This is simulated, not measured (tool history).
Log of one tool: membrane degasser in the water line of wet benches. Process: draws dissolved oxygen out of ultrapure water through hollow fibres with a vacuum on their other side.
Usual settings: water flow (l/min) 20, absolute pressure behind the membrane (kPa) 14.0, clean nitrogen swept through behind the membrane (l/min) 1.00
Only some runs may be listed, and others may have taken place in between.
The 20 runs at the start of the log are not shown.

run	hour	water flow (l/min)	absolute pressure behind the membrane (kPa)	clean nitrogen swept through behind the membrane (l/min)	dissolved oxygen in the water behind the degasser (ppb)	pressure that the water loses in the fibres (kPa)
21	679.1	24	9.3	1.00	335.1	58.08
22	707.0	25	9.5	1.47	265.1	60.22
23	741.8	25	9.5	1.47	264.9	60.26
24	774.3	16	21.5	2.93	251.0	38.57
25	823.1	16	21.5	2.93	251.1	38.38
26	850.5	13	16.1	1.59	259.8	31.43
27	872.7	27	8.5	1.17	296.4	65.23
28	899.3	27	8.5	1.17	296.3	65.23
29	930.5	27	8.5	1.17	293.6	65.24
30	957.9	25	14.1	1.43	442.9	60.07
31	983.1	25	14.1	1.43	441.3	59.94
32	1014.9	25	15.6	0.44	1183.7	60.26
33	1037.0	22	15.6	0.44	1084.3	52.82

Each row is a separate what-if for the run after 33, all from the same tool condition, not one after another. Results?
A	1059.1	22	25.6	0.44	?	?
B	1059.1	24	12.6	1.29	?	?
C	1059.1	22	14.8	2.08	?	?

run	dissolved oxygen in the water behind the degasser (ppb)	pressure that the water loses in the fibres (kPa)
A	1794.6	53.31
B	405.5	58.01
C	304.2	52.64
Stripped of hidden state, with their random variation kept, the same runs would have yielded:
run	dissolved oxygen in the water behind the degasser (ppb)	pressure that the water loses in the fibres (kPa)
A	1782.2	52.76
B	393.1	57.41
C	293.2	52.09

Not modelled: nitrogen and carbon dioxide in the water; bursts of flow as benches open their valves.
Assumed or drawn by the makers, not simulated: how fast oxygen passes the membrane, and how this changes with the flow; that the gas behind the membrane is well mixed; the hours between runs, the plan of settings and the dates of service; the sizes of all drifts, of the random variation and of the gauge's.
